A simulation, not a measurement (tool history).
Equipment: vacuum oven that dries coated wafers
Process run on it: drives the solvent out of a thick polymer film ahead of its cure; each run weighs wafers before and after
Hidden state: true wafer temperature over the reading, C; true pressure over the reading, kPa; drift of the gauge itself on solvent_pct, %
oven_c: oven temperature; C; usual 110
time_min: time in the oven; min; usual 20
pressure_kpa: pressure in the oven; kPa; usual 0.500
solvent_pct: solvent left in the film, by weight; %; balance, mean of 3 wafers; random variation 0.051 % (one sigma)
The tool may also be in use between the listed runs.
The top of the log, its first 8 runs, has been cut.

| run | hour | oven_c | time_min | pressure_kpa | hours of work since the thermocouples were calibrated | hours of work since the vacuum gauge was cleaned of residue | solvent_pct |
|---|---|---|---|---|---|---|---|
| 9 | 238.0 | 110 | 11 | 0.500 | 452 | 509 | 2.66 |
| 10 | 264.6 | 110 | 20 | 0.500 | 473 | 530 | 1.50 |
| 11 | 295.9 | 95 | 20 | 0.500 | 497 | 555 | 3.62 |
| 12 | 327.7 | 118 | 20 | 0.500 | 522 | 580 | 1.02 |
| 13 | 355.3 | 118 | 20 | 0.500 | 544 | 602 | 0.97 |
|  | 360.4 | oven's thermocouples calibrated |
| 14 | 397.5 | 110 | 20 | 0.315 | 29 | 633 | 1.33 |
| 15 | 416.0 | 110 | 20 | 0.500 | 44 | 648 | 1.68 |
| 16 | 442.1 | 106 | 20 | 0.500 | 64 | 668 | 2.00 |
| 17 | 476.5 | 110 | 20 | 0.371 | 91 | 695 | 1.38 |
| 18 | 501.6 | 99 | 20 | 0.500 | 111 | 715 | 3.16 |
| 19 | 521.3 | 110 | 23 | 0.500 | 126 | 730 | 1.55 |
| 20 | 545.8 | 110 | 20 | 0.500 | 146 | 750 | 1.70 |
| 21 | 573.4 | 110 | 20 | 0.500 | 167 | 771 | 1.67 |
| 22 | 610.8 | 110 | 20 | 0.500 | 197 | 801 | 1.66 |
|  | 622.7 | oven's thermocouples calibrated, once more |
| 23 | 633.4 | 110 | 20 | 0.500 | 8 | 817 | 1.58 |
| 24 | 653.5 | 125 | 14 | 1.293 | 24 | 833 | 1.62 |
| 25 | 687.0 | 102 | 12 | 1.379 | 50 | 859 | 5.19 |
| 26 | 715.0 | 102 | 12 | 1.379 | 72 | 881 | 5.23 |
| 27 | 746.4 | 104 | 14 | 0.385 | 97 | 905 | 2.79 |
| 28 | 768.7 | 112 | 22 | 0.264 | 115 | 923 | 1.02 |
| 29 | 799.9 | 112 | 22 | 0.264 | 139 | 948 | 1.02 |
| 30 | 830.4 | 114 | 13 | 0.323 | 163 | 971 | 1.68 |
| 31 | 858.5 | 110 | 20 | 1.088 | 185 | 994 | 2.56 |

Run 32, settings as shown, results not yet in. Your forecast:
| 32 | 884.9 | 110 | 20 | 1.088 | 206 | 1014 | ? |

For run 32 the tool returned solvent_pct 2.66 %.
If the tool had no hidden condition, the same run with the same run-to-run variation would have returned solvent_pct 2.10 %.
